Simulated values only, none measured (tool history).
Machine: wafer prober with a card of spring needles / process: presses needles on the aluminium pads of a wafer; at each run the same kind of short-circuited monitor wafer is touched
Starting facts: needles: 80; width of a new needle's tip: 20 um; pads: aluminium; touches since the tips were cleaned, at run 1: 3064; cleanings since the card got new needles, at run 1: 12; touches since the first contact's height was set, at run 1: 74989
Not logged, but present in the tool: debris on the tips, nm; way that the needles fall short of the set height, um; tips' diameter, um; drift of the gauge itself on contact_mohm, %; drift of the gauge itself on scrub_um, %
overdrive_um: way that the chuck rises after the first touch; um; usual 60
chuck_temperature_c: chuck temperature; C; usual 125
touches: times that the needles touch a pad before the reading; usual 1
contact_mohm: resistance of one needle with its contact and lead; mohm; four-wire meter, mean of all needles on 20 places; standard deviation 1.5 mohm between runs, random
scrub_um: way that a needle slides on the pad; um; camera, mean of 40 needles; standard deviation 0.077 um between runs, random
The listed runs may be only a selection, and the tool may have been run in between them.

run    day  overdrive_um  chuck_temperature_c  touches  touches since the tips were cleaned  cleanings since the card got new needles  touches since the first contact's height was set  contact_mohm  scrub_um
  1  0.000            60                  125        1                                 3064                                        12                                             74989           315     15.55
  2  0.212            60                  125        1                                 4512                                        12                                             76437           354     15.48
     0.375  -- tips cleaned on abrasive film
  3  0.462            60                  125        1                                  594                                        13                                             78086           213     15.51
  4  0.854            63                  125        1                                 3251                                        13                                             80743           311     16.23
     1.183  -- tips cleaned on abrasive film
  5  1.271            63                  125        1                                  605                                        14                                             83534           201     16.27
  6  1.446            72                  125        1                                 1776                                        14                                             84705           228     18.63
  7  1.617            51                  125        3                                 2950                                        14                                             85879           235     13.08
     1.979  -- tips cleaned on abrasive film
  8  1.979            51                  125        3                                    0                                        15                                             88306           154     13.18
  9  2.271            51                  125        3                                 1962                                        15                                             90268           211     13.06
 10  2.658            69                  125        2                                 4591                                        15                                             92897           235     17.85
     2.788  -- tips cleaned on abrasive film
 11  3.012            72                   44        2                                 1518                                        16                                             95263           180     18.54

What if the next run were any one of these 4? Each begins from the tool's condition after run 11:
  A  3.238            51                   43        2                                 3052                                        16                                             96797             ?         ?
  B  3.238            66                   78        2                                 3052                                        16                                             96797             ?         ?
  C  3.238            43                   86        2                                 3052                                        16                                             96797             ?         ?
  D  3.238            47                   68        1                                 3052                                        16                                             96797             ?         ?

run  contact_mohm  scrub_um
  A           308     13.14
  B           232     17.01
  C           372     10.85
  D           467     12.01
The same runs, with their run-to-run variation unchanged, on a tool lacking any hidden condition would have given:
run  contact_mohm  scrub_um
  A           131     13.59
  B           128     17.46
  C           144     11.30
  D           139     12.46
